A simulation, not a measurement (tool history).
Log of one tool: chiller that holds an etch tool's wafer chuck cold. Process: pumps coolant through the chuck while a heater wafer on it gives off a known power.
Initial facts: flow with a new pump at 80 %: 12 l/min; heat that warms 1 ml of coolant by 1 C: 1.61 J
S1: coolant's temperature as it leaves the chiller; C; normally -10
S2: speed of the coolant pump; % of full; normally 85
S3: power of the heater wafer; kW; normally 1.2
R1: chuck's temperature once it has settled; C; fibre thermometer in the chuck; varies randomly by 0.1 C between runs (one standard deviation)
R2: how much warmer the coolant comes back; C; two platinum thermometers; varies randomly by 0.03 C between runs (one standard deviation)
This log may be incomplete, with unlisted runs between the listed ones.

run 1 day=0 | S1=-10 S2=85 S3=1.2 | R1=2.7 R2=3.49
run 2 day=1.871 | S1=-10 S2=85 S3=1.2 | R1=2.7 R2=3.49
run 3 day=5.508 | S1=-10 S2=88 S3=1.2 | R1=2.4 R2=3.37
run 4 day=7.808 | S1=-10 S2=88 S3=1.2 | R1=2.4 R2=3.34
run 5 day=9.512 | S1=-5 S2=85 S3=1.2 | R1=7.5 R2=3.4
run 6 day=11.667 | S1=-5 S2=85 S3=1.2 | R1=7.7 R2=3.45
run 7 day=14.079 | S1=-5 S2=85 S3=1.2 | R1=7.7 R2=3.45
run 8 day=17.55 | S1=-10 S2=85 S3=1.544 | R1=6.4 R2=4.42
run 9 day=20.45 | S1=-10 S2=85 S3=1.544 | R1=6.3 R2=4.42
run 10 day=23.675 | S1=-10 S2=85 S3=1.544 | R1=6.4 R2=4.39
run 11 day=25.904 | S1=-16 S2=85 S3=1.2 | R1=-3.1 R2=3.36
run 12 day=29.608 | S1=-16 S2=85 S3=0.725 | R1=-8.4 R2=1.95
run 13 day=31.775 | S1=-16 S2=85 S3=0.725 | R1=-8.1 R2=1.98
run 14 day=33.75 | S1=-10 S2=85 S3=1.2 | R1=2.5 R2=3.31
run 15 day=36.004 | S1=-10 S2=85 S3=1.2 | R1=2.5 R2=3.26
run 16 day=39.55 | S1=-10 S2=85 S3=1.2 | R1=2.7 R2=3.29
run 17 day=43.396 | S1=-11 S2=62 S3=1.202 | R1=5.2 R2=4.68
run 18 day=46.471 | S1=-11 S2=62 S3=1.202 | R1=5.3 R2=4.69
-- day=46.796 chiller's thermometer calibrated
run 19 day=48.117 | S1=-7 S2=84 S3=0.61 | R1=-0.5 R2=1.52
run 20 day=49.808 | S1=-7 S2=84 S3=0.61 | R1=-0.4 R2=1.47
run 21 day=51.671 | S1=-14 S2=85 S3=1.2 | R1=-1.3 R2=3.19
run 22 day=54.312 | S1=-2 S2=85 S3=1.56 | R1=14.4 R2=4.26
run 23 day=57.25 | S1=-2 S2=85 S3=1.56 | R1=14.7 R2=4.21
run 24 day=59.088 | S1=-15 S2=90 S3=1.739 | R1=2.7 R2=4.47
run 25 day=62.538 | S1=-15 S2=90 S3=1.739 | R1=2.8 R2=4.42
run 26 day=65.471 | S1=-15 S2=90 S3=1.739 | R1=2.6 R2=4.43
run 27 day=68.938 | S1=-13 S2=85 S3=1.233 | R1=-0.1 R2=3.23
run 28 day=71.404 | S1=-16 S2=81 S3=1.425 | R1=-0.3 R2=4.01
run 29 day=74.304 | S1=-16 S2=81 S3=1.425 | R1=-0.2 R2=3.97
run 30 day=76.233 | S1=-16 S2=75 S3=1.025 | R1=-4.1 R2=3.05
run 31 day=78.033 | S1=-16 S2=60 S3=0.808 | R1=-4.8 R2=3

Forecast each of these 4 alternatives for the next run:
run A day=79.775 | S1=-16 S2=60 S3=0.645 | R1=? R2=?
run B day=79.775 | S1=-11 S2=60 S3=0.702 | R1=? R2=?
run C day=79.775 | S1=-15 S2=85 S3=1.047 | R1=? R2=?
run D day=79.775 | S1=-8 S2=65 S3=0.808 | R1=? R2=?

run=A R1=-7.1 R2=2.36
run=B R1=-1.3 R2=2.59
run=C R1=-3.9 R2=2.65
run=D R1=2.5 R2=2.7
Stripped of hidden state, with their random variation kept, the same runs would have yielded:
run=A R1=-7.1 R2=2.75
run=B R1=-1.3 R2=2.98
run=C R1=-3.9 R2=3.05
run=D R1=2.5 R2=3.09
